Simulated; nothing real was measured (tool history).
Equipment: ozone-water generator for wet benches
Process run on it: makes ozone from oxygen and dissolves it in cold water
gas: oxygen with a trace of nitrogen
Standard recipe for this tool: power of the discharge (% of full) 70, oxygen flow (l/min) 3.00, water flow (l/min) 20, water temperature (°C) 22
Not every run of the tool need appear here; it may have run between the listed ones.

run   hour  power of the discharge (% of full)  oxygen flow (l/min)  water flow (l/min)  water temperature (°C)  dissolved ozone (ppm)  ozone in the gas ahead of the water (g/m3)
  1    0.0                                  70                 3.00                  20                      22                   16.6                                       236.3
  2   38.8                                  70                 3.00                  20                      22                   16.6                                       234.9
  3   58.6                                  70                 3.00                  20                      27                   15.3                                       233.9
  4  102.5                                  70                 1.97                  20                      22                   14.7                                       282.1
  5  139.5                                  70                 1.97                  20                      22                   14.8                                       283.4
  6  180.9                                  70                 1.97                  20                      22                   14.9                                       282.4
  7  208.2                                  56                 4.02                  19                      20                   15.6                                       175.5
  8  235.5                                  56                 4.02                  19                      20                   15.8                                       175.3
  9  255.3                                  91                 3.00                  18                      20                   22.1                                       283.2
 10  275.5                                  59                 3.00                  20                      26                   13.9                                       209.5
 11  313.4                                  59                 3.00                  20                      26                   13.9                                       207.3

Forecast each of these 5 alternatives for the next run:
  A  348.8                                  59                 1.96                  15                      16                      ?                                           ?
  B  348.8                                  60                 3.00                  20                      18                      ?                                           ?
  C  348.8                                  46                 3.00                  14                      26                      ?                                           ?
  D  348.8                                  70                 3.00                  20                      25                      ?                                           ?
  E  348.8                                  70                 1.53                  27                      22                      ?                                           ?

run  dissolved ozone (ppm)  ozone in the gas ahead of the water (g/m3)
  A                   18.1                                       253.5
  B                   15.5                                       210.5
  C                   15.4                                       175.5
  D                   15.8                                       235.0
  E                   10.0                                       321.3
Without the tool's unlogged condition, the same runs would have read:
run  dissolved ozone (ppm)  ozone in the gas ahead of the water (g/m3)
  A                   18.1                                       251.2
  B                   15.5                                       208.6
  C                   15.4                                       173.9
  D                   15.8                                       232.9
  E                   10.0                                       318.5
